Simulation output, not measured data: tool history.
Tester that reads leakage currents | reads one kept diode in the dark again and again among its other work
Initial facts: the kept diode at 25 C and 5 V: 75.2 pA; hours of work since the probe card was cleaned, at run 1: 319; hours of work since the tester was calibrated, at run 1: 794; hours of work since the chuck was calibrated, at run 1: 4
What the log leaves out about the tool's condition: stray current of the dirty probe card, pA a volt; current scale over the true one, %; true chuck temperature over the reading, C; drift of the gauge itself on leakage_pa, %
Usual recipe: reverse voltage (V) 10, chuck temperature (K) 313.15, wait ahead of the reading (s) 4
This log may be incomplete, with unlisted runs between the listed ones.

run	hour	reverse voltage (V)	chuck temperature (K)	wait ahead of the reading (s)	hours of work since the probe card was cleaned	hours of work since the tester was calibrated	hours of work since the chuck was calibrated	current that the tester gives (pA)
1	0	10	313.15	4	319	794	4	320.63
2	43.3	10	304.15	4	341	816	26	171.93
3	76.9	10.4	304.15	4	358	833	42	176.22
4	104.5	10.4	304.15	4	372	847	56	176.01
5	132.3	10.4	304.15	4	386	860	70	175.56
6	165.5	10.4	304.15	4	402	877	87	175.73
7	194.7	1.1	328.15	0.76	417	892	102	247.95
8	217.1	1.4	319.15	0.35	428	903	113	160.71
9	238.1	1.4	319.15	0.35	439	914	123	161.01

Predict the results of run 10:
10	278.1	7.4	325.15	2.97	459	934	143	?

current that the tester gives (pA): 584.53
Without the tool's hidden state the same run would have given current that the tester gives (pA) 587.41.

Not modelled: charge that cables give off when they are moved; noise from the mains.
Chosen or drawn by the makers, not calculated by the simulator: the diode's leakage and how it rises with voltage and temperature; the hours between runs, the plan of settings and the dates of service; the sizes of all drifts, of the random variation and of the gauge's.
